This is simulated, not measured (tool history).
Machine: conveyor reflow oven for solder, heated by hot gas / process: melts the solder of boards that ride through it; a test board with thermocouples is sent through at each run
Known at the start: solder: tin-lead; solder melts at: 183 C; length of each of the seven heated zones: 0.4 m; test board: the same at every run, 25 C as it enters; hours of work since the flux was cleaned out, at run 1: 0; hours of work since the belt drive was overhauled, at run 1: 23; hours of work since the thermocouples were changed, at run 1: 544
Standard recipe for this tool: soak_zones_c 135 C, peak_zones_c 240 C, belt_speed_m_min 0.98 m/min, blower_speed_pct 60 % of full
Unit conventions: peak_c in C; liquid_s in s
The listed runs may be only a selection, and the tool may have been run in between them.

| run | hour | soak_zones_c | peak_zones_c | belt_speed_m_min | blower_speed_pct | hours of work since the flux was cleaned out | hours of work since the belt drive was overhauled | hours of work since the thermocouples were changed | peak_c | liquid_s |
|---|---|---|---|---|---|---|---|---|---|---|
| 1 | 0 | 135 | 240 | 0.98 | 60 | 0 | 23 | 544 | 211.2 | 31.2 |
| 2 | 27.1 | 135 | 240 | 0.98 | 60 | 16 | 38 | 560 | 211.5 | 31.4 |
| 3 | 60.9 | 135 | 240 | 0.98 | 60 | 35 | 58 | 580 | 210.8 | 31.4 |
| 4 | 80.4 | 135 | 240 | 0.98 | 60 | 47 | 69 | 591 | 210.9 | 30.9 |
| 5 | 113.6 | 135 | 240 | 0.98 | 60 | 66 | 89 | 610 | 210.7 | 30.5 |
| 6 | 150.7 | 135 | 240 | 0.98 | 60 | 88 | 110 | 632 | 210.1 | 30.7 |
| 7 | 180.9 | 135 | 240 | 0.98 | 60 | 105 | 128 | 650 | 209.7 | 30.7 |
| 8 | 196.8 | 135 | 240 | 0.98 | 60 | 115 | 137 | 659 | 210.1 | 30.4 |
| 9 | 212.9 | 135 | 240 | 0.98 | 60 | 124 | 147 | 668 | 209.1 | 30.2 |
| 10 | 233.5 | 135 | 240 | 0.98 | 60 | 136 | 159 | 680 | 209.3 | 30.1 |
| 11 | 260.8 | 135 | 240 | 0.829 | 52 | 152 | 174 | 696 | 212.8 | 38.8 |
| 12 | 282.6 | 135 | 240 | 0.829 | 52 | 164 | 187 | 709 | 212.8 | 38.2 |
| 13 | 313.7 | 135 | 240 | 0.829 | 52 | 183 | 205 | 727 | 212.5 | 38.2 |
| 14 | 343.5 | 130 | 229 | 0.98 | 60 | 200 | 223 | 744 | 199.1 | 20.8 |
| 15 | 373.9 | 129 | 240 | 0.836 | 60 | 218 | 240 | 762 | 213.9 | 37.9 |
|  | 389.9 | flux residue cleaned out of gas plates and filters |
| 16 | 416.9 | 123 | 254 | 0.966 | 55 | 16 | 262 | 784 | 216.6 | 32.7 |
| 17 | 443.8 | 123 | 254 | 0.966 | 55 | 31 | 278 | 800 | 216.8 | 32.5 |

Consider 4 possible next runs. They are alternatives, not a sequence: every one starts from the tool as it was left by run 17. What does each give?
| A | 482.3 | 123 | 245 | 0.966 | 55 | 54 | 300 | 822 | ? | ? |
| B | 482.3 | 135 | 229 | 0.98 | 87 | 54 | 300 | 822 | ? | ? |
| C | 482.3 | 123 | 234 | 0.966 | 78 | 54 | 300 | 822 | ? | ? |
| D | 482.3 | 135 | 233 | 0.813 | 62 | 54 | 300 | 822 | ? | ? |

| run | peak_c | liquid_s |
|---|---|---|
| A | 209.1 | 28 |
| B | 210.7 | 32.9 |
| C | 210.9 | 30.1 |
| D | 212.7 | 40.6 |
Had the tool no hidden state, the same runs would have come out as:
| run | peak_c | liquid_s |
|---|---|---|
| A | 210.6 | 28.8 |
| B | 212.4 | 33.7 |
| C | 212.6 | 30.9 |
| D | 214.2 | 41.4 |
